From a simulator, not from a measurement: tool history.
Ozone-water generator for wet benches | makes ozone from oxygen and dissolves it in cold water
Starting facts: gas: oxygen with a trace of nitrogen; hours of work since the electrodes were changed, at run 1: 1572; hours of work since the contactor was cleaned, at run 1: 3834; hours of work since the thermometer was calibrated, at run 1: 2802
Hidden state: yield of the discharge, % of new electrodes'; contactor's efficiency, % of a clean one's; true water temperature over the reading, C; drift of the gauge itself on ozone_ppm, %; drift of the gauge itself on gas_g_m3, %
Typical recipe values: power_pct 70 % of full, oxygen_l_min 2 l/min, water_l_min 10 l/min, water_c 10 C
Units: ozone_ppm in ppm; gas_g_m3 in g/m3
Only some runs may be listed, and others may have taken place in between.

run	hour	power_pct	oxygen_l_min	water_l_min	water_c	hours of work since the electrodes were changed	hours of work since the contactor was cleaned	hours of work since the thermometer was calibrated	ozone_ppm	gas_g_m3
1	0	70	2	10	10	1572	3834	2802	17.2	232.4
2	59.6	70	2	10	10	1620	3882	2850	17.3	229.8
3	114	70	2	10	10	1663	3925	2893	17.4	231.2
4	170	70	1.78	10	10	1708	3970	2938	16.5	240.5
5	214.8	70	1.78	10	10	1744	4006	2974	16.3	240.1
6	270.6	70	2	10	10	1789	4051	3018	16.9	232.1
7	325	70	2	10	10	1832	4094	3062	17	229.7
8	378.8	70	2	10	10	1875	4137	3105	17.2	229.7
9	410	70	2	10	10	1900	4162	3130	17.1	230.2
10	471.8	70	2	10	10	1950	4212	3180	16.9	228.3
11	500.5	70	2	6	10	1973	4235	3203	27	228.7
12	552.6	70	2	6	10	2014	4277	3244	26.9	225.8
13	603.9	70	2	8	10	2056	4318	3285	21.2	227.3
14	636.3	70	2	10	10	2081	4344	3311	16.7	228
15	693.9	70	2	10	10	2128	4390	3357	16.7	227.9
16	734.2	70	2	8	10	2160	4422	3390	20.7	227.2
# hour 770.4: contactor cleaned
17	779.8	40	2.03	9	10	2193	8	3423	12.1	139.6
18	839.8	40	2.03	9	10	2241	56	3471	12.1	139.2
19	890.7	40	2.03	9	10	2282	96	3512	12.4	139.1
20	940.8	40	2.03	15	5	2322	136	3552	7.5	136.9
21	988.6	72	3.49	10	7	2360	175	3590	22.4	193.7
22	1041.8	70	2	11	5	2403	217	3633	16.8	225
23	1082.2	70	2	11	5	2435	250	3665	16.8	226.3
24	1118.5	44	2	10	10	2464	279	3694	11.7	150.1
25	1157.7	70	2	7	10	2496	310	3725	24.8	222.5
26	1217.3	70	2	7	10	2543	358	3773	24.6	223.3
27	1248.2	70	2	7	10	2568	382	3798	24.8	224.3
28	1306.3	92	3.19	10	13	2615	429	3844	24.3	246.1
29	1369	92	3.19	10	13	2665	479	3895	24.4	243.9
30	1410.1	92	3.19	10	13	2698	512	3927	24.3	242.8
31	1459.7	97	3.19	10	14	2737	552	3967	24.9	254.3
32	1501	97	3.19	10	14	2770	585	4000	24.9	254.4

Alternative continuations, all from the tool just after run 32; predict every row:
A	1557.8	70	2.2	10	10	2816	630	4046	?	?
B	1557.8	57	2.75	10	14	2816	630	4046	?	?
C	1557.8	97	1.4	10	6	2816	630	4046	?	?
D	1557.8	56	2	10	10	2816	630	4046	?	?
E	1557.8	43	3.19	10	5	2816	630	4046	?	?

run	ozone_ppm	gas_g_m3
A	17.9	216.2
B	15.3	169.5
C	20.4	327.1
D	14.2	184.7
E	14.2	126.8
The same runs, with their run-to-run variation unchanged, on a tool lacking any hidden condition would have given:
run	ozone_ppm	gas_g_m3
A	20	238.4
B	16.9	183.7
C	23.5	371.2
D	15.7	199.8
E	15.3	134.1
